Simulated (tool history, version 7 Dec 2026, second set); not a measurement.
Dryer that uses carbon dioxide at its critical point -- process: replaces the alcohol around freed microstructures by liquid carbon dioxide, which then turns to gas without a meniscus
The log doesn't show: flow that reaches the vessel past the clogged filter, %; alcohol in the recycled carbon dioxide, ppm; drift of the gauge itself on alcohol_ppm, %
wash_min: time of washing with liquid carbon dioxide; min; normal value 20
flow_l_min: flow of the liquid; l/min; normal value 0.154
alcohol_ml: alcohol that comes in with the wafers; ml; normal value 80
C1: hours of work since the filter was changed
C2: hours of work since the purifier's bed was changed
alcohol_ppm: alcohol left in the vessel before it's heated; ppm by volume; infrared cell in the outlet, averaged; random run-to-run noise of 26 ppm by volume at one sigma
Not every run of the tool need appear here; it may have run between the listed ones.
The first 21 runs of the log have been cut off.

{"run": 22, "day": 11.538, "wash_min": 20, "flow_l_min": 0.154, "alcohol_ml": 80, "C1": 25, "C2": 335, "alcohol_ppm": 1961}
{"run": 23, "day": 12.038, "wash_min": 20, "flow_l_min": 0.154, "alcohol_ml": 80, "C1": 32, "C2": 342, "alcohol_ppm": 1979}
{"run": 24, "day": 12.446, "wash_min": 17, "flow_l_min": 0.143, "alcohol_ml": 117, "C1": 38, "C2": 348, "alcohol_ppm": 7170}
{"run": 25, "day": 13.112, "wash_min": 17, "flow_l_min": 0.143, "alcohol_ml": 117, "C1": 47, "C2": 357, "alcohol_ppm": 7259}
{"run": 26, "day": 13.583, "wash_min": 17, "flow_l_min": 0.143, "alcohol_ml": 117, "C1": 53, "C2": 363, "alcohol_ppm": 7458}
{"run": 27, "day": 13.992, "wash_min": 20, "flow_l_min": 0.093, "alcohol_ml": 25, "C1": 59, "C2": 369, "alcohol_ppm": 3714}
{"run": 28, "day": 14.467, "wash_min": 20, "flow_l_min": 0.13, "alcohol_ml": 80, "C1": 65, "C2": 376, "alcohol_ppm": 4150}
{"run": 29, "day": 15.062, "wash_min": 20, "flow_l_min": 0.13, "alcohol_ml": 80, "C1": 74, "C2": 384, "alcohol_ppm": 4226}
{"run": 30, "day": 15.483, "wash_min": 29, "flow_l_min": 0.139, "alcohol_ml": 25, "C1": 79, "C2": 390, "alcohol_ppm": 276}
{"run": 31, "day": 16.096, "wash_min": 28, "flow_l_min": 0.253, "alcohol_ml": 40, "C1": 88, "C2": 398, "alcohol_ppm": 123}
{"run": 32, "day": 16.529, "wash_min": 28, "flow_l_min": 0.253, "alcohol_ml": 40, "C1": 94, "C2": 404, "alcohol_ppm": 129}
{"run": 33, "day": 17.1, "wash_min": 17, "flow_l_min": 0.186, "alcohol_ml": 47, "C1": 102, "C2": 412, "alcohol_ppm": 1245}
{"run": 34, "day": 17.467, "wash_min": 14, "flow_l_min": 0.114, "alcohol_ml": 32, "C1": 107, "C2": 417, "alcohol_ppm": 7268}
{"run": 35, "day": 17.867, "wash_min": 14, "flow_l_min": 0.114, "alcohol_ml": 32, "C1": 112, "C2": 422, "alcohol_ppm": 7077}
{"run": 36, "day": 18.217, "wash_min": 14, "flow_l_min": 0.114, "alcohol_ml": 32, "C1": 117, "C2": 427, "alcohol_ppm": 7254}
{"run": 37, "day": 18.738, "wash_min": 24, "flow_l_min": 0.154, "alcohol_ml": 25, "C1": 124, "C2": 434, "alcohol_ppm": 433}
{"run": 38, "day": 19.233, "wash_min": 13, "flow_l_min": 0.232, "alcohol_ml": 25, "C1": 131, "C2": 441, "alcohol_ppm": 900}
{"run": 39, "day": 19.65, "wash_min": 24, "flow_l_min": 0.16, "alcohol_ml": 29, "C1": 137, "C2": 447, "alcohol_ppm": 428}
{"run": 40, "day": 20.342, "wash_min": 14, "flow_l_min": 0.239, "alcohol_ml": 70, "C1": 146, "C2": 456, "alcohol_ppm": 1559}
{"run": 41, "day": 20.812, "wash_min": 14, "flow_l_min": 0.239, "alcohol_ml": 70, "C1": 153, "C2": 463, "alcohol_ppm": 1582}
{"run": 42, "day": 21.233, "wash_min": 26, "flow_l_min": 0.096, "alcohol_ml": 77, "C1": 158, "C2": 469, "alcohol_ppm": 5404}
{"run": 43, "day": 21.833, "wash_min": 16, "flow_l_min": 0.154, "alcohol_ml": 22, "C1": 167, "C2": 477, "alcohol_ppm": 1764}
{"run": 44, "day": 22.296, "wash_min": 16, "flow_l_min": 0.154, "alcohol_ml": 22, "C1": 173, "C2": 483, "alcohol_ppm": 1710}
{"run": 45, "day": 22.75, "wash_min": 20, "flow_l_min": 0.154, "alcohol_ml": 39, "C1": 179, "C2": 489, "alcohol_ppm": 1374}
{"run": 46, "day": 23.412, "wash_min": 24, "flow_l_min": 0.154, "alcohol_ml": 39, "C1": 188, "C2": 499, "alcohol_ppm": 709}

What if the next run were any one of these 5? Each begins from the tool's condition after run 46:
{"run": "A", "day": 24.071, "wash_min": 13, "flow_l_min": 0.119, "alcohol_ml": 22, "C1": 197, "C2": 508, "alcohol_ppm": "?"}
{"run": "B", "day": 24.071, "wash_min": 20, "flow_l_min": 0.148, "alcohol_ml": 80, "C1": 197, "C2": 508, "alcohol_ppm": "?"}
{"run": "C", "day": 24.071, "wash_min": 20, "flow_l_min": 0.101, "alcohol_ml": 41, "C1": 197, "C2": 508, "alcohol_ppm": "?"}
{"run": "D", "day": 24.071, "wash_min": 17, "flow_l_min": 0.154, "alcohol_ml": 80, "C1": 197, "C2": 508, "alcohol_ppm": "?"}
{"run": "E", "day": 24.071, "wash_min": 20, "flow_l_min": 0.105, "alcohol_ml": 52, "C1": 197, "C2": 508, "alcohol_ppm": "?"}

run=A alcohol_ppm=5850
run=B alcohol_ppm=3241
run=C alcohol_ppm=5634
run=D alcohol_ppm=5297
run=E alcohol_ppm=6511
With no hidden state in the tool, these same runs would have given:
run=A alcohol_ppm=4569
run=B alcohol_ppm=2028
run=C alcohol_ppm=4111
run=D alcohol_ppm=3535
run=E alcohol_ppm=4711

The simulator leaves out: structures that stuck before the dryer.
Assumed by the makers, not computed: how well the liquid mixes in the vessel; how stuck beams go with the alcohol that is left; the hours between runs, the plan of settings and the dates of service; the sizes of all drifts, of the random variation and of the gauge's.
